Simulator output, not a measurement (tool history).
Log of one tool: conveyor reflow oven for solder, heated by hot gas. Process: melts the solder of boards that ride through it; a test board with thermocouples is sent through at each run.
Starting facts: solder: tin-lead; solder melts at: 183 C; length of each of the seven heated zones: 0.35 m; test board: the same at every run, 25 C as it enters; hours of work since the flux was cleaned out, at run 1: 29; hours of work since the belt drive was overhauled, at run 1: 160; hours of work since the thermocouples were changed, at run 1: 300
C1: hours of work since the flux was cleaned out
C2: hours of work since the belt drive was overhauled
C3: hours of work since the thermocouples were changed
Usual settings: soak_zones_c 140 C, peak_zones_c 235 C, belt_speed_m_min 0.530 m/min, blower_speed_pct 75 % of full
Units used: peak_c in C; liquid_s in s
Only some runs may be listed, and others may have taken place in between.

{"run": 1, "hour": 0.0, "soak_zones_c": 140, "peak_zones_c": 235, "belt_speed_m_min": 0.53, "blower_speed_pct": 75, "C1": 29, "C2": 160, "C3": 300, "peak_c": 218.8, "liquid_s": 61.6}
{"run": 2, "hour": 29.2, "soak_zones_c": 140, "peak_zones_c": 235, "belt_speed_m_min": 0.53, "blower_speed_pct": 75, "C1": 51, "C2": 183, "C3": 323, "peak_c": 219.5, "liquid_s": 60.8}
{"run": 3, "hour": 62.0, "soak_zones_c": 140, "peak_zones_c": 235, "belt_speed_m_min": 0.614, "blower_speed_pct": 75, "C1": 77, "C2": 208, "C3": 348, "peak_c": 214.1, "liquid_s": 48.0}
{"run": 4, "hour": 97.2, "soak_zones_c": 140, "peak_zones_c": 235, "belt_speed_m_min": 0.614, "blower_speed_pct": 75, "C1": 104, "C2": 236, "C3": 376, "peak_c": 214.0, "liquid_s": 47.2}
{"run": 5, "hour": 132.8, "soak_zones_c": 140, "peak_zones_c": 235, "belt_speed_m_min": 0.53, "blower_speed_pct": 58, "C1": 132, "C2": 264, "C3": 403, "peak_c": 215.2, "liquid_s": 58.0}
{"run": 6, "hour": 152.8, "soak_zones_c": 140, "peak_zones_c": 235, "belt_speed_m_min": 0.53, "blower_speed_pct": 58, "C1": 148, "C2": 279, "C3": 419, "peak_c": 214.1, "liquid_s": 57.1}
{"run": 7, "hour": 176.1, "soak_zones_c": 140, "peak_zones_c": 235, "belt_speed_m_min": 0.53, "blower_speed_pct": 58, "C1": 166, "C2": 297, "C3": 437, "peak_c": 214.6, "liquid_s": 56.9}
{"run": 8, "hour": 197.3, "soak_zones_c": 142, "peak_zones_c": 229, "belt_speed_m_min": 0.53, "blower_speed_pct": 58, "C1": 182, "C2": 314, "C3": 454, "peak_c": 210.6, "liquid_s": 53.7}
{"run": 9, "hour": 218.9, "soak_zones_c": 142, "peak_zones_c": 229, "belt_speed_m_min": 0.432, "blower_speed_pct": 58, "C1": 199, "C2": 331, "C3": 470, "peak_c": 216.9, "liquid_s": 74.3}
{"run": 10, "hour": 239.5, "soak_zones_c": 144, "peak_zones_c": 225, "belt_speed_m_min": 0.53, "blower_speed_pct": 85, "C1": 215, "C2": 347, "C3": 486, "peak_c": 211.9, "liquid_s": 57.2}
{"run": 11, "hour": 273.2, "soak_zones_c": 126, "peak_zones_c": 240, "belt_speed_m_min": 0.464, "blower_speed_pct": 64, "C1": 242, "C2": 373, "C3": 513, "peak_c": 221.5, "liquid_s": 67.8}
{"run": 12, "hour": 291.2, "soak_zones_c": 126, "peak_zones_c": 236, "belt_speed_m_min": 0.464, "blower_speed_pct": 68, "C1": 256, "C2": 387, "C3": 527, "peak_c": 218.7, "liquid_s": 65.3}
{"run": 13, "hour": 323.3, "soak_zones_c": 132, "peak_zones_c": 232, "belt_speed_m_min": 0.53, "blower_speed_pct": 75, "C1": 281, "C2": 412, "C3": 552, "peak_c": 213.7, "liquid_s": 53.5}

Consider 3 possible next runs. They are alternatives, not a sequence: every one starts from the tool as it was left by run 13. What does each give?
{"run": "A", "hour": 345.9, "soak_zones_c": 132, "peak_zones_c": 248, "belt_speed_m_min": 0.569, "blower_speed_pct": 55, "C1": 298, "C2": 430, "C3": 569, "peak_c": "?", "liquid_s": "?"}
{"run": "B", "hour": 345.9, "soak_zones_c": 148, "peak_zones_c": 235, "belt_speed_m_min": 0.53, "blower_speed_pct": 75, "C1": 298, "C2": 430, "C3": 569, "peak_c": "?", "liquid_s": "?"}
{"run": "C", "hour": 345.9, "soak_zones_c": 140, "peak_zones_c": 241, "belt_speed_m_min": 0.53, "blower_speed_pct": 75, "C1": 298, "C2": 430, "C3": 569, "peak_c": "?", "liquid_s": "?"}

run=A peak_c=218.1 liquid_s=53.1
run=B peak_c=218.7 liquid_s=64.4
run=C peak_c=222.6 liquid_s=63.6
Take away the tool's hidden state, keep each run's random variation, and the runs would have read:
run=A peak_c=220.7 liquid_s=55.1
run=B peak_c=220.6 liquid_s=65.9
run=C peak_c=224.8 liquid_s=65.2

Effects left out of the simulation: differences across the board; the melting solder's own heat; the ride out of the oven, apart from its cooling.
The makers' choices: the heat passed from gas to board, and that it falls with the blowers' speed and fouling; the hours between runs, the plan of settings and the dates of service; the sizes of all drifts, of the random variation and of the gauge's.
